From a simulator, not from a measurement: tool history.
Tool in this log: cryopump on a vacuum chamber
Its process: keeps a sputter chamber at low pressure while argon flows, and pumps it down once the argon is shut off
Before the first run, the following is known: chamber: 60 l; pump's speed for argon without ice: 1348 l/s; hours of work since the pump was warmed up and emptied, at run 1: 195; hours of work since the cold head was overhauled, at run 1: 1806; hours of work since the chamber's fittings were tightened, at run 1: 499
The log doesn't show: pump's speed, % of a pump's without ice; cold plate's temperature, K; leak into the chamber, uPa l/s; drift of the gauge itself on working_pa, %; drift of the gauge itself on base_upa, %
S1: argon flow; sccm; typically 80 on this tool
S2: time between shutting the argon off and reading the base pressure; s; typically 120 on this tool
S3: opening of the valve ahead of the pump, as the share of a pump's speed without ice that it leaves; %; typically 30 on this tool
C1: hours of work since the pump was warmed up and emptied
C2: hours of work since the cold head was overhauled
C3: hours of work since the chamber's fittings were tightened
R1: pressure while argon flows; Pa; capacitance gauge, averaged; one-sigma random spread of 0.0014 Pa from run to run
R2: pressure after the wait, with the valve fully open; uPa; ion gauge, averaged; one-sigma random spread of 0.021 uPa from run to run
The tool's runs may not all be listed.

run     day   S1   S2  S3   C1    C2   C3      R1    R2
  1       0   80  120  30  195  1806  499  0.3451  0.61
  2   2.721   80  120  30  235  1846  540   0.342  0.59
  3   5.912   80  120  30  282  1893  587  0.3465   0.6
  4   9.104   80  120  30  329  1941  634  0.3484  0.65
  5  11.954   80  120  30  372  1983  676  0.3516  0.65
  6  14.121   80  120  30  404  2015  708  0.3517  0.69
  7  16.604  147  120  30  440  2052  745  0.6535  0.68
  8  18.238  147  120  30  465  2076  769  0.6569  0.72
     20.538  -- pump warmed up, emptied and cooled again
  9  20.725  147  120  30    3  2110  803  0.6215  0.61
 10    22.7  147  120  30   32  2139  832  0.6219  0.65
 11  25.546  147  120  30   74  2181  874  0.6267  0.66

What does the tool deliver on the next run?
 12  28.517  147  120  27  118  2225  918   ?   ?

Run 12 came out at R1 0.6984 Pa, R2 0.68 uPa.
The same run, on a tool lacking any hidden state, would have yielded R1 0.6856 Pa, R2 0.42 uPa.
